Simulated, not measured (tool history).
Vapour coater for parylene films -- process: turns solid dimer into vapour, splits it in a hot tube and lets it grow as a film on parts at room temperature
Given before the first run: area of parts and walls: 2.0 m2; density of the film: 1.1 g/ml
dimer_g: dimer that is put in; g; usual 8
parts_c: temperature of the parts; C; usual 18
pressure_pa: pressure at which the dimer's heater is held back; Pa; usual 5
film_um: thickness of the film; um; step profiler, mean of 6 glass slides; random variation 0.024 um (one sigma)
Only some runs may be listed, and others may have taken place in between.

run,hour,dimer_g,parts_c,pressure_pa,film_um
1,0,8,18,5,2.85
2,35,8,18,5,2.79
3,73.9,8,18,5,2.8
4,98.9,8,20,5,2.72
5,129.3,8,12,5,3.16
6,159.8,8,12,5,3.16
7,209.3,8,12,5,3.11
8,242.8,4,18,5,1.36
9,274.8,4,18,5,1.33
10,321.6,4,18,5,1.34
11,341.9,4,22,2.3,1.29
# hour 347.2: table's thermometer calibrated
# hour 379.2: trap's valve overhauled
12,390.1,8,16,9.75,2.9
13,426.9,8,16,9.75,2.83
14,450.7,8,11,7.6,3.24
15,498.6,9,18,5,3.19
16,525.4,10,18,5,3.5
17,571.2,10,10,2.94,4.27
# hour 578.9: table's thermometer calibrated, once more
18,596.8,4,12,2.32,1.63
19,617.5,4,12,2.32,1.63

Some steps in film_um between neighbouring runs. How much of each would the tool show without its hidden state too (settings, what came in, random variation), and how much is left for the hidden state, with any gauge scatter that isn't in both results?
Unlogged tool condition in this case: vapour lost through the trap's worn valve, %; true temperature of the parts over the reading, C; drift of the gauge itself on film_um, %.
Run 11 -> 12: dimer_g 4 -> 8, parts_c 22 -> 16, pressure_pa 2.3 -> 9.75, table's thermometer calibrated, trap's valve overhauled. film_um +1.61 um: hidden state +0.11, all else +1.5.
Run 17 -> 18: dimer_g 10 -> 4, parts_c 10 -> 12, pressure_pa 2.94 -> 2.32, table's thermometer calibrated, once more. film_um -2.64 um: hidden state +0.09, all else -2.73.
